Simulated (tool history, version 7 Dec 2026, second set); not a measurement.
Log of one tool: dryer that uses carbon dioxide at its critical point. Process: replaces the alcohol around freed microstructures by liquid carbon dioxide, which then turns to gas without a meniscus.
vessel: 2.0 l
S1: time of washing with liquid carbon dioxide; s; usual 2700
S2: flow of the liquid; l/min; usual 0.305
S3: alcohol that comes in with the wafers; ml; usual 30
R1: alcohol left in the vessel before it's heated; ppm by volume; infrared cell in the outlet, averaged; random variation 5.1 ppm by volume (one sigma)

run	hour	S1	S2	S3	R1
1	0.0	2700	0.305	30	95
2	17.2	2700	0.305	30	108
3	27.8	2700	0.305	30	97
4	38.6	2700	0.305	30	111
5	54.2	2700	0.305	30	106
6	66.7	2700	0.318	30	92
7	82.0	2700	0.318	30	82
8	98.5	2700	0.318	30	104
9	110.5	2700	0.305	28	103
10	126.4	2700	0.305	28	106
11	137.0	2400	0.401	70	105
12	150.5	2400	0.401	70	105
13	166.2	2400	0.401	70	111
14	175.3	3120	0.320	61	95
15	190.6	2700	0.305	28	125
16	200.5	2700	0.305	28	113
17	217.7	2700	0.305	28	115
18	227.4	2700	0.316	104	260
19	244.8	2700	0.225	94	1105
20	257.3	2460	0.221	53	929

Some steps in R1 between neighbouring runs. How much of each would the tool show without its hidden state too (settings, what came in, random variation), and how much is left for the hidden state, with any gauge scatter that isn't in both results?
The hidden state here: flow that reaches the vessel past the clogged filter, %; alcohol in the recycled carbon dioxide, ppm; drift of the gauge itself on alcohol_ppm, %.
Run 18 -> 19: S2 0.316 -> 0.225, S3 104 -> 94. R1 +845 ppm by volume: hidden state +183, all else +662.
Run 19 -> 20: S1 2700 -> 2460, S2 0.225 -> 0.221, S3 94 -> 53. R1 -176 ppm by volume: hidden state -59, all else -117.
